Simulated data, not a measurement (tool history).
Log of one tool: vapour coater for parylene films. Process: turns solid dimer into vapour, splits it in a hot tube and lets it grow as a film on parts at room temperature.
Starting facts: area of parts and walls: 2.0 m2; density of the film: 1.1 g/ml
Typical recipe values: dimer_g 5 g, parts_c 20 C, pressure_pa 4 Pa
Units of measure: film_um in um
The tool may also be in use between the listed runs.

run   hour  dimer_g  parts_c  pressure_pa  film_um
  1      0        5       20            4    1.014
  2   60.9        5       20            4    1.007
  3  120.8        3       20            4     0.58
  4  171.2        3       20            4    0.587
     215.2  -- trap's valve overhauled
  5  215.2        5       20            4    1.098
  6  258.6        5       20            4    1.091
  7  305.4        5       20         8.96    0.888
  8  360.8        5       20            4    1.074
  9  422.8        8       20            4    1.673
 10  483.6        8       20            4    1.659
 11  529.9        5       13            4    1.388
 12  566.9        3       22        11.18    0.449
 13  620.3        5       22            4    0.935
 14  678.3        2       20         8.69    0.325
 15    737        2       20         8.69    0.317
 16  764.3        5       23         3.64    0.856
 17  804.6        5       20         9.61    0.763
     823.8  -- trap's valve overhauled
 18  860.2        5       20         4.63    1.072
 19  895.6        7       20         2.94    1.643

What will run 20 give?
 20  948.7        5       12         4.98        ?

film_um: 1.454 um
Take away the tool's hidden state, keep the run-to-run variation as it was, and the same run would have given film_um 1.485 um.

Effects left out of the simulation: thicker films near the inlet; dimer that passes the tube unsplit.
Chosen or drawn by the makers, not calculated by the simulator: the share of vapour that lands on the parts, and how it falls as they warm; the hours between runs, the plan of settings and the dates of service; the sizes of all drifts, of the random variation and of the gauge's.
